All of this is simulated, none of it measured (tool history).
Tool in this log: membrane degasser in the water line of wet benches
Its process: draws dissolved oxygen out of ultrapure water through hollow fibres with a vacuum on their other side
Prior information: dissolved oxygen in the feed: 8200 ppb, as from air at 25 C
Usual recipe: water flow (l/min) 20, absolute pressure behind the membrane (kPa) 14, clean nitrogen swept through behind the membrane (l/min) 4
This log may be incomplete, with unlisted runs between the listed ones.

run,hour,water flow (l/min),absolute pressure behind the membrane (kPa),clean nitrogen swept through behind the membrane (l/min),dissolved oxygen in the water behind the degasser (ppb),pressure that the water loses in the fibres (kPa)
1,0,20,14,4,137.2,25.64
2,131.8,20,19.5,4,203.3,25.64
3,291.2,20,14,4,136.2,25.76
4,495,20,14,4,138,25.33
5,647.9,20,14,4,136.7,25.37
6,753,20,14,4,138,25.67
7,963.1,14,14,4,93.7,18.19
8,1158.9,14,14,4,92.2,17.75
9,1260.9,14,14,4,92.5,17.7
10,1397.3,20,9.2,1.9,153.4,25.77
11,1502.7,13,14,2.86,118.9,16.62
12,1613.5,13,31.3,5.61,159.4,16.54
13,1738.6,18,29,5.77,196.8,22.77
14,1920.2,28,13.2,5.19,170.7,35.88

Run 15, settings as shown, results not yet in. Your forecast:
# hour 1937.1: seals of the vacuum lines changed
15,2076.1,14,14,8.96,?,?

dissolved oxygen in the water behind the degasser (ppb): 42.6
pressure that the water loses in the fibres (kPa): 17.84
Were there no unlogged condition in the tool, this run, its random variation unchanged, would have produced dissolved oxygen in the water behind the degasser (ppb) 42.6, pressure that the water loses in the fibres (kPa) 17.83.
